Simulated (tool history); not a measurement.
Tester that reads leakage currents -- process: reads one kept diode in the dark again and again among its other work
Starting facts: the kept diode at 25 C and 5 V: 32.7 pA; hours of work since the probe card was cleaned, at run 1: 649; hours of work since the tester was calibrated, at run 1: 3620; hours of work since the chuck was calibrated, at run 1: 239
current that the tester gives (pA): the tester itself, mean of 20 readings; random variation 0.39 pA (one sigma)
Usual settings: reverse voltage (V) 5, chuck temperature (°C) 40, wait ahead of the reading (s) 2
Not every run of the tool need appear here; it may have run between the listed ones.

run,hour,reverse voltage (V),chuck temperature (°C),wait ahead of the reading (s),hours of work since the probe card was cleaned,hours of work since the tester was calibrated,hours of work since the chuck was calibrated,current that the tester gives (pA)
1,0,5,40,2,649,3620,239,127.74
2,253.6,5,40,2,810,3781,400,128.81
3,413.4,3.28,40,2,911,3882,501,110.63
4,572.5,3.28,40,1.29,1012,3983,602,111.42
5,705.4,3.28,40,1.29,1096,4067,687,110.85
6,981.8,3.28,40,1.29,1272,4243,862,111.55
# hour 1128.6: tester calibrated
7,1163.1,3.28,40,1.29,1385,22,975,111.63
# hour 1270.6: chuck's temperature calibrated
8,1339.2,3.28,40,1.29,1496,132,43,111.11
9,1456.6,5,40,2,1570,207,118,128.38
10,1595.5,5,40,2,1658,295,206,128.08
11,1778.7,5,40,2,1774,411,322,127.71
# hour 1807.2: probe card cleaned and baked
12,1907.7,5,26,2,64,491,402,36.58
13,2139.2,5,26,2,210,637,549,36.51
14,2381,5,26,2,364,791,702,36.69
15,2652.5,5,26,2,536,963,874,36.83
16,2900.3,5,26,2,693,1120,1031,36.53
# hour 2918.5: chuck's temperature calibrated
17,3018.6,5.83,26,9.31,767,1194,63,38.01
18,3188.4,5.83,26,9.31,874,1301,171,38.31
19,3355.5,1.17,29,7.4,980,1407,277,29.04
20,3503.1,16.95,48,2,1074,1501,371,379.79
21,3631.6,16.95,48,2,1155,1582,452,383.65
22,3749.8,12.62,60,6.98,1230,1657,527,885.41
23,3923.5,5,43,2,1340,1767,637,165.61
24,4074.9,1.52,51,2,1436,1863,733,213.32
25,4248.5,6.05,22,0.78,1546,1973,843,28.01
26,4371.3,6.05,54,0.78,1624,2051,921,435.35
# hour 4556.8: chuck's temperature calibrated
27,4630.1,6.05,54,0.78,1787,2214,46,434.42
# hour 4647.3: probe card cleaned and baked
28,4870.9,6.05,54,0.78,142,2365,197,434.03
29,5023.7,18.34,53,0.59,239,2462,294,592.28
30,5241.4,2.29,35,9.92,377,2600,432,63.12
31,5476.3,10.46,39,5.53,526,2749,581,150.97
32,5643,5,35,8.06,631,2854,687,82.43

Branching from run 32: 5 alternative next runs. What would each branch give?
A,5799.7,5,28,2,731,2954,786,?
B,5799.7,6.87,52,1.3,731,2954,786,?
C,5799.7,5,22,2.06,731,2954,786,?
D,5799.7,1.89,26,9.99,731,2954,786,?
E,5799.7,5,23,8.06,731,2954,786,?

run,current that the tester gives (pA)
A,44.05
B,385.59
C,25.22
D,25.82
E,27.35
The same runs, with their run-to-run variation unchanged, on a tool lacking any hidden condition would have given:
run,current that the tester gives (pA)
A,44.02
B,385.49
C,25.21
D,25.81
E,27.33
